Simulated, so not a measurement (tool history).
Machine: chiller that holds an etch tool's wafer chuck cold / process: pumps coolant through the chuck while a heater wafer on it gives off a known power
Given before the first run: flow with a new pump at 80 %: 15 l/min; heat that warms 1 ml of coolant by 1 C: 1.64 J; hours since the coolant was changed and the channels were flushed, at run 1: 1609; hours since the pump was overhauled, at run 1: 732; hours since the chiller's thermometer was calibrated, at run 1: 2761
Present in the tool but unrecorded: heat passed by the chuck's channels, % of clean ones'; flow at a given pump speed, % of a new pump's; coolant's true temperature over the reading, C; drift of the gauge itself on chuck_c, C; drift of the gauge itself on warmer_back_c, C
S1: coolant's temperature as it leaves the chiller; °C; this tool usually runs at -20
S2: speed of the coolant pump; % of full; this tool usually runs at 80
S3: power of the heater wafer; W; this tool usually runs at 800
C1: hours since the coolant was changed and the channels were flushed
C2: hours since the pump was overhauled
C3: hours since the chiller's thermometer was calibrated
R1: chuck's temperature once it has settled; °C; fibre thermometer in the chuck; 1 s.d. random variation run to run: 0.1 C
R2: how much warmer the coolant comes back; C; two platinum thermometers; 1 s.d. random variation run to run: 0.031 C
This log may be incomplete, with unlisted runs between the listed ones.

| run | hour | S1 | S2 | S3 | C1 | C2 | C3 | R1 | R2 |
|---|---|---|---|---|---|---|---|---|---|
| 1 | 0 | -20 | 80 | 800 | 1609 | 732 | 2761 | -12.8 | 1.97 |
| 2 | 18.7 | -20 | 80 | 800 | 1628 | 751 | 2779 | -12.9 | 2 |
| 3 | 52.1 | -20 | 80 | 800 | 1661 | 784 | 2813 | -12.7 | 2.04 |
| 4 | 69.7 | -20 | 80 | 800 | 1679 | 802 | 2830 | -12.8 | 1.95 |
| 5 | 84.3 | -20 | 80 | 800 | 1693 | 816 | 2845 | -12.7 | 2.02 |
| 6 | 110.9 | -21 | 80 | 800 | 1720 | 843 | 2871 | -13.8 | 2.01 |
| 7 | 129.8 | -30 | 80 | 800 | 1739 | 862 | 2890 | -22.8 | 2.05 |
| 8 | 155.3 | -10 | 80 | 520 | 1764 | 887 | 2916 | -5.4 | 1.27 |
|  | 158.9 | chiller's thermometer calibrated |
| 9 | 172.9 | -10 | 80 | 520 | 1781 | 904 | 14 | -5.4 | 1.32 |
| 10 | 203.7 | -20 | 87 | 800 | 1812 | 935 | 45 | -13.4 | 1.8 |
| 11 | 229.6 | -30 | 69 | 563 | 1838 | 961 | 71 | -24.2 | 1.66 |
| 12 | 249.5 | -30 | 85 | 513 | 1858 | 980 | 91 | -25.8 | 1.2 |
| 13 | 267 | -30 | 85 | 513 | 1875 | 998 | 108 | -26 | 1.2 |
| 14 | 297.2 | -30 | 85 | 699 | 1905 | 1028 | 138 | -24.4 | 1.62 |

Below are 4 alternative next runs, each starting from the tool's condition after run 14. Predict each:
| A | 327.5 | -11 | 85 | 871 | 1936 | 1058 | 169 | ? | ? |
| B | 327.5 | -20 | 75 | 800 | 1936 | 1058 | 169 | ? | ? |
| C | 327.5 | -19 | 85 | 544 | 1936 | 1058 | 169 | ? | ? |
| D | 327.5 | -15 | 71 | 852 | 1936 | 1058 | 169 | ? | ? |

| run | R1 | R2 |
|---|---|---|
| A | -3.6 | 2.03 |
| B | -12.1 | 2.18 |
| C | -14.7 | 1.3 |
| D | -6 | 2.43 |
Take away the tool's hidden state, keep each run's random variation, and the runs would have read:
| run | R1 | R2 |
|---|---|---|
| A | -3.8 | 1.95 |
| B | -12.3 | 2.1 |
| C | -14.5 | 1.25 |
| D | -6.3 | 2.34 |
